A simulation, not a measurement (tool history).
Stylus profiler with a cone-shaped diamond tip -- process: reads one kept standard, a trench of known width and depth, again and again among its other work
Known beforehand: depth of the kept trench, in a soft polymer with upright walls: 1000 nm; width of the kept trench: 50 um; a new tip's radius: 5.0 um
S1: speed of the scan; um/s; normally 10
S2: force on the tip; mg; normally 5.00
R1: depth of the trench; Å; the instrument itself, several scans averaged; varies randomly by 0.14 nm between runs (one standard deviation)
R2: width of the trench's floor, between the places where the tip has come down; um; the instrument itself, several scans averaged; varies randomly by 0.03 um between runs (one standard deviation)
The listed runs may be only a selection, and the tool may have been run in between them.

run   hour  S1    S2       R1     R2
  1    0.0  10  5.00  10182.4  43.04
  2   17.0  10  5.00  10182.7  43.00
  3   26.5  10  5.00  10181.8  42.96
  4   37.5  10  5.00  10180.9  42.96
  5   48.9  10  5.00  10179.6  42.87
  6   66.4  10  5.00  10185.2  42.83
  7   82.7  10  5.00  10185.0  42.72
  8   94.8   3  3.87  10152.4  42.75
  9  111.5   3  3.87  10151.5  42.75

Run 10 comes next. What will it give?
 10  122.9  13  2.18   ?   ?

{"run 10": {"R1": 10102.7, "R2": 42.62}}
Without the tool's hidden state the same run would have given R1 10102.8 Å, R2 43.95 um.
